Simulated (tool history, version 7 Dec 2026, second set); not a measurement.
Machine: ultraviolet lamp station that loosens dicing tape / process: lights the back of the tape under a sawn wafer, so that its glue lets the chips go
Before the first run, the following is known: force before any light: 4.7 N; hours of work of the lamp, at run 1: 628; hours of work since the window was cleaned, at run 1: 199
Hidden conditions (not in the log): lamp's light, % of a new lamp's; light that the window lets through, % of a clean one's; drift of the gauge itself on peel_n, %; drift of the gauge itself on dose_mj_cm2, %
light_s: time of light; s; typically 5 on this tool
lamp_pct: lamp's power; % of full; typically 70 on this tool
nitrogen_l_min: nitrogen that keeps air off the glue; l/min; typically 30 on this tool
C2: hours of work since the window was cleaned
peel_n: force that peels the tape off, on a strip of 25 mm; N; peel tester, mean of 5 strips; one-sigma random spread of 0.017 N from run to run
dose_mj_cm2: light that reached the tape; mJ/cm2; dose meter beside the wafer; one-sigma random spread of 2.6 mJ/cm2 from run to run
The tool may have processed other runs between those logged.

Run 1, hour 0.0: usual settings; hours of work of the lamp 628; C2 199. Result: peel_n 0.963 N, dose_mj_cm2 297 mJ/cm2.
Run 2, hour 30.5: usual settings but light_s 4 s; hours of work of the lamp 643; C2 214. Result: peel_n 1.300 N, dose_mj_cm2 237 mJ/cm2.
Run 3, hour 78.5: usual settings; hours of work of the lamp 666; C2 238. Result: peel_n 1.008 N, dose_mj_cm2 289 mJ/cm2.
Run 4, hour 133.1: usual settings but nitrogen_l_min 41 l/min; hours of work of the lamp 693; C2 264. Result: peel_n 0.909 N, dose_mj_cm2 293 mJ/cm2.
At hour 161.5: window cleaned of glue's vapour.
Run 5, hour 185.5: usual settings; hours of work of the lamp 719; C2 12. Result: peel_n 0.949 N, dose_mj_cm2 303 mJ/cm2.
Run 6, hour 236.0: usual settings; hours of work of the lamp 744; C2 37. Result: peel_n 0.946 N, dose_mj_cm2 301 mJ/cm2.
Run 7, hour 281.3: usual settings but lamp_pct 65 % of full; hours of work of the lamp 766; C2 59. Result: peel_n 1.047 N, dose_mj_cm2 276 mJ/cm2.
Run 8, hour 334.9: usual settings but lamp_pct 65 % of full; hours of work of the lamp 792; C2 85. Result: peel_n 1.142 N, dose_mj_cm2 272 mJ/cm2.
Run 9, hour 373.7: usual settings but lamp_pct 65 % of full; hours of work of the lamp 811; C2 104. Result: peel_n 1.120 N, dose_mj_cm2 275 mJ/cm2.
Run 10, hour 410.9: usual settings; hours of work of the lamp 830; C2 123. Result: peel_n 0.998 N, dose_mj_cm2 291 mJ/cm2.
Run 11, hour 469.8: usual settings; hours of work of the lamp 859; C2 152. Result: peel_n 1.057 N, dose_mj_cm2 285 mJ/cm2.
Run 12, hour 520.2: usual settings but lamp_pct 74 % of full; hours of work of the lamp 883; C2 176. Result: peel_n 0.988 N, dose_mj_cm2 298 mJ/cm2.
Run 13, hour 550.9: usual settings but lamp_pct 74 % of full; hours of work of the lamp 899; C2 191. Result: peel_n 0.995 N, dose_mj_cm2 298 mJ/cm2.
Run 14, hour 600.6: usual settings but lamp_pct 74 % of full; hours of work of the lamp 923; C2 216. Result: peel_n 0.975 N, dose_mj_cm2 296 mJ/cm2.
Run 15, hour 634.4: usual settings but nitrogen_l_min 12 l/min; hours of work of the lamp 940; C2 233. Result: peel_n 1.603 N, dose_mj_cm2 274 mJ/cm2.
Run 16, hour 686.3: usual settings but nitrogen_l_min 12 l/min; hours of work of the lamp 965; C2 258. Result: peel_n 1.587 N, dose_mj_cm2 272 mJ/cm2.
At hour 729.9: window cleaned of glue's vapour.
Run 17, hour 744.4: usual settings but nitrogen_l_min 12 l/min; hours of work of the lamp 994; C2 7. Result: peel_n 1.475 N, dose_mj_cm2 293 mJ/cm2.
Run 18, hour 789.6: usual settings; hours of work of the lamp 1016; C2 29. Result: peel_n 1.046 N, dose_mj_cm2 285 mJ/cm2.
Run 19, hour 845.0: usual settings; hours of work of the lamp 1043; C2 57. Result: peel_n 1.069 N, dose_mj_cm2 283 mJ/cm2.
Run 20, hour 897.4: usual settings but nitrogen_l_min 43 l/min; hours of work of the lamp 1069; C2 82. Result: peel_n 0.909 N, dose_mj_cm2 281 mJ/cm2.
Run 21, hour 930.0: usual settings but nitrogen_l_min 43 l/min; hours of work of the lamp 1085; C2 98. Result: peel_n 0.945 N, dose_mj_cm2 279 mJ/cm2.
Run 22, hour 972.7: usual settings but light_s 10 s, lamp_pct 78 % of full, nitrogen_l_min 31 l/min; hours of work of the lamp 1106; C2 119. Result: peel_n 0.305 N, dose_mj_cm2 622 mJ/cm2.
Run 23, hour 1002.6: usual settings but light_s 10 s, lamp_pct 78 % of full, nitrogen_l_min 31 l/min; hours of work of the lamp 1120; C2 134. Result: peel_n 0.311 N, dose_mj_cm2 618 mJ/cm2.
Run 24, hour 1055.2: usual settings but light_s 10 s, lamp_pct 69 % of full, nitrogen_l_min 31 l/min; hours of work of the lamp 1146; C2 160. Result: peel_n 0.374 N, dose_mj_cm2 534 mJ/cm2.
Run 25, hour 1117.5: usual settings but light_s 10 s, lamp_pct 69 % of full, nitrogen_l_min 31 l/min; hours of work of the lamp 1177; C2 191. Result: peel_n 0.389 N, dose_mj_cm2 525 mJ/cm2.
Run 26, hour 1160.6: usual settings but lamp_pct 88 % of full, nitrogen_l_min 9 l/min; hours of work of the lamp 1198; C2 212. Result: peel_n 1.456 N, dose_mj_cm2 338 mJ/cm2.
Run 27, hour 1198.7: usual settings but lamp_pct 82 % of full; hours of work of the lamp 1217; C2 231. Result: peel_n 0.939 N, dose_mj_cm2 307 mJ/cm2.
Run 28, hour 1242.3: usual settings but lamp_pct 90 % of full, nitrogen_l_min 17 l/min; hours of work of the lamp 1238; C2 252. Result: peel_n 1.060 N, dose_mj_cm2 337 mJ/cm2.
Run 29, hour 1277.1: usual settings but lamp_pct 90 % of full, nitrogen_l_min 17 l/min; hours of work of the lamp 1255; C2 269. Result: peel_n 1.026 N, dose_mj_cm2 334 mJ/cm2.
At hour 1296.3: window cleaned of glue's vapour.
Run 30, hour 1314.7: usual settings but lamp_pct 90 % of full, nitrogen_l_min 17 l/min; hours of work of the lamp 1274; C2 9. Result: peel_n 0.962 N, dose_mj_cm2 356 mJ/cm2.
Run 31, hour 1354.3: usual settings but lamp_pct 90 % of full, nitrogen_l_min 17 l/min; hours of work of the lamp 1293; C2 29. Result: peel_n 1.019 N, dose_mj_cm2 353 mJ/cm2.
Run 32, hour 1399.6: usual settings but lamp_pct 90 % of full, nitrogen_l_min 17 l/min; hours of work of the lamp 1315; C2 51. Result: peel_n 1.007 N, dose_mj_cm2 351 mJ/cm2.
Run 33, hour 1438.1: usual settings but light_s 3 s, lamp_pct 73 % of full, nitrogen_l_min 17 l/min; hours of work of the lamp 1334; C2 70. Result: peel_n 2.148 N, dose_mj_cm2 167 mJ/cm2.
Run 34, hour 1464.2: usual settings but light_s 4 s, nitrogen_l_min 16 l/min; hours of work of the lamp 1347; C2 83. Result: peel_n 1.818 N, dose_mj_cm2 217 mJ/cm2.
Run 35, hour 1492.9: usual settings but light_s 3 s, nitrogen_l_min 18 l/min; hours of work of the lamp 1361; C2 97. Result: peel_n 2.189 N, dose_mj_cm2 159 mJ/cm2.
Run 36, hour 1550.4: usual settings but light_s 7 s, lamp_pct 99 % of full, nitrogen_l_min 10 l/min; hours of work of the lamp 1390; C2 125. Result: peel_n 0.742 N, dose_mj_cm2 522 mJ/cm2.
Run 37, hour 1579.4: usual settings but light_s 6 s, nitrogen_l_min 21 l/min; hours of work of the lamp 1404; C2 139. Result: peel_n 1.056 N, dose_mj_cm2 314 mJ/cm2.
Run 38, hour 1636.4: usual settings but light_s 2 s, nitrogen_l_min 12 l/min; hours of work of the lamp 1432; C2 167. Result: peel_n 3.022 N, dose_mj_cm2 102 mJ/cm2.
Run 39, hour 1662.4: usual settings but light_s 2 s, nitrogen_l_min 12 l/min; hours of work of the lamp 1445; C2 180. Result: peel_n 3.070 N, dose_mj_cm2 98 mJ/cm2.
Run 40, hour 1692.0: usual settings but nitrogen_l_min 24 l/min; hours of work of the lamp 1459; C2 195. Result: peel_n 1.330 N, dose_mj_cm2 257 mJ/cm2.
Run 41, hour 1736.1: usual settings but lamp_pct 97 % of full, nitrogen_l_min 13 l/min; hours of work of the lamp 1481; C2 216. Result: peel_n 1.085 N, dose_mj_cm2 348 mJ/cm2.
Run 42, hour 1790.7: usual settings but light_s 2 s, lamp_pct 90 % of full, nitrogen_l_min 27 l/min; hours of work of the lamp 1508; C2 243. Result: peel_n 2.359 N, dose_mj_cm2 123 mJ/cm2.

Consider 3 possible next runs. They are alternatives, not a sequence: every one starts from the tool as it was left by run 42. What does each give?
Run A, hour 1837.1: usual settings but lamp_pct 68 % of full; hours of work of the lamp 1531; C2 266. Result: peel_n ?, dose_mj_cm2 ?.
Run B, hour 1837.1: usual settings but light_s 2 s, lamp_pct 99 % of full, nitrogen_l_min 42 l/min; hours of work of the lamp 1531; C2 266. Result: peel_n ?, dose_mj_cm2 ?.
Run C, hour 1837.1: usual settings but light_s 3 s, lamp_pct 69 % of full, nitrogen_l_min 35 l/min; hours of work of the lamp 1531; C2 266. Result: peel_n ?, dose_mj_cm2 ?.

run  peel_n  dose_mj_cm2
  A   1.265          239
  B   1.976          141
  C   2.027          143
With no hidden state in the tool, these same runs would have given:
run  peel_n  dose_mj_cm2
  A   0.810          334
  B   1.445          196
  C   1.487          200
